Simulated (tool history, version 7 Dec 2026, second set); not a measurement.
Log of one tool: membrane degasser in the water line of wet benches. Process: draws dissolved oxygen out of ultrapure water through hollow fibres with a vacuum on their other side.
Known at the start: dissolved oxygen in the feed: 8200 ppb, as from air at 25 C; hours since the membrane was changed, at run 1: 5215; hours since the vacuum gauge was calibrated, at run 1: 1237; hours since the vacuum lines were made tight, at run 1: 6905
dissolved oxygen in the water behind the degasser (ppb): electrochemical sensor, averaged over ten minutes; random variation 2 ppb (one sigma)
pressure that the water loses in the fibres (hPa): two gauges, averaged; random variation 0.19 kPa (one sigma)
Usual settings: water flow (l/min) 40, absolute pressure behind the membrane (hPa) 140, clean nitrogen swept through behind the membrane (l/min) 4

run    hour  water flow (l/min)  absolute pressure behind the membrane (hPa)  clean nitrogen swept through behind the membrane (l/min)  hours since the membrane was changed  hours since the vacuum gauge was calibrated  hours since the vacuum lines were made tight  dissolved oxygen in the water behind the degasser (ppb)  pressure that the water loses in the fibres (hPa)
  1       0                  40                                          140                                                         4                                  5215                                         1237                                          6905                                                    297.7                                              409.8
  2   111.7                  40                                          140                                                         4                                  5327                                         1349                                          7017                                                    298.8                                                414
  3   220.1                  55                                          140                                                         4                                  5435                                         1457                                          7125                                                    443.7                                              566.1
  4   368.2                  40                                          140                                                      4.12                                  5583                                         1605                                          7273                                                    295.5                                              413.6
      495.1  -- seals of the vacuum lines changed
  5     535                  40                                          140                                                      4.12                                  5748                                         1770                                            40                                                    290.7                                              410.6
  6   649.1                  40                                          140                                                      3.63                                  5862                                         1884                                           154                                                    323.1                                              411.5
  7   767.4                  40                                          140                                                      3.63                                  5981                                         2003                                           272                                                    321.6                                              412.1
  8   852.5                  40                                          140                                                      3.63                                  6066                                         2088                                           357                                                    324.2                                              409.3
  9   986.8                  40                                          140                                                      3.63                                  6200                                         2222                                           492                                                    324.8                                              408.2
 10  1112.4                  40                                          152                                                      3.63                                  6326                                         2348                                           617                                                    351.1                                              407.8
 11  1264.8                  40                                          152                                                      3.63                                  6478                                         2500                                           770                                                    349.4                                              407.7
 12  1425.7                  40                                          152                                                      3.63                                  6639                                         2661                                           931                                                    351.9                                              408.5
 13  1589.4                  40                                          152                                                      3.63                                  6803                                         2825                                          1094                                                    348.5                                              409.4
 14  1741.1                  40                                          152                                                      3.63                                  6954                                         2976                                          1246                                                    352.6                                              404.4
 15  1894.8                  40                                          140                                                         4                                  7108                                         3130                                          1400                                                    295.9                                              404.4
 16  2038.8                  40                                          140                                                         4                                  7252                                         3274                                          1544                                                    298.9                                              403.5
       2083  -- vacuum gauge calibrated
 17  2176.1                  40                                          140                                                         4                                  7389                                           93                                          1680                                                    301.4                                              405.4
 18  2327.6                  40                                          140                                                         4                                  7540                                          245                                          1832                                                    300.5                                                405
 19  2479.4                  51                                          122                                                       8.8                                  7692                                          396                                          1984                                                    222.6                                              514.7
 20  2644.1                  44                                          181                                                         4                                  7857                                          561                                          2149                                                    435.8                                              444.8
 21  2775.9                  44                                           84                                                         4                                  7989                                          693                                          2280                                                    200.8                                              445.5
 22  2889.9                  40                                          140                                                      2.05                                  8102                                          807                                          2394                                                      496                                              400.1
 23    2987                  31                                          111                                                      4.19                                  8200                                          904                                          2491                                                    161.4                                              313.3
 24  3063.3                  40                                          172                                                         4                                  8276                                          980                                          2568                                                    373.5                                              404.6
 25  3203.5                  40                                          344                                                      9.55                                  8416                                         1121                                          2708                                                    358.4                                              401.4
 26  3331.6                  51                                          160                                                      7.06                                  8544                                         1249                                          2836                                                    312.2                                              511.5
 27  3406.9                  29                                          267                                                     10.57                                  8620                                         1324                                          2911                                                    175.3                                                291
     3416.9  -- gauge calibrated
 28  3541.5                  29                                          267                                                     10.57                                  8754                                         1459                                          3046                                                    176.2                                              298.3
 29  3620.8                  27                                          140                                                      6.17                                  8833                                         1538                                          3125                                                      129                                              276.6
 30  3728.4                  41                                          226                                                      3.51                                  8941                                         1645                                          3233                                                    544.8                                              420.7
 31  3868.2                  26                                          140                                                         4                                  9081                                         1785                                          3373                                                    178.5                                              266.4
 32  3944.2                  40                                           84                                                      8.96                                  9157                                         1861                                          3449                                                      110                                              411.7
 33  4067.2                  40                                          144                                                      9.65                                  9280                                         1984                                          3572                                                      164                                              407.3

Forecast each of these 3 alternatives for the next run:
  A  4164.2                  29                                          183                                                      9.65                                  9377                                         2081                                          3669                                                        ?                                                  ?
  B  4164.2                  27                                          110                                                      4.75                                  9377                                         2081                                          3669                                                        ?                                                  ?
  C  4164.2                  40                                          144                                                      7.94                                  9377                                         2081                                          3669                                                        ?                                                  ?

run  dissolved oxygen in the water behind the degasser (ppb)  pressure that the water loses in the fibres (hPa)
  A                                                    131.1                                              294.8
  B                                                    121.9                                              273.6
  C                                                    187.5                                              408.1
Without the tool's hidden state the same runs would have given:
run  dissolved oxygen in the water behind the degasser (ppb)  pressure that the water loses in the fibres (hPa)
  A                                                    130.9                                              296.3
  B                                                    121.7                                                275
  C                                                    187.2                                              410.1
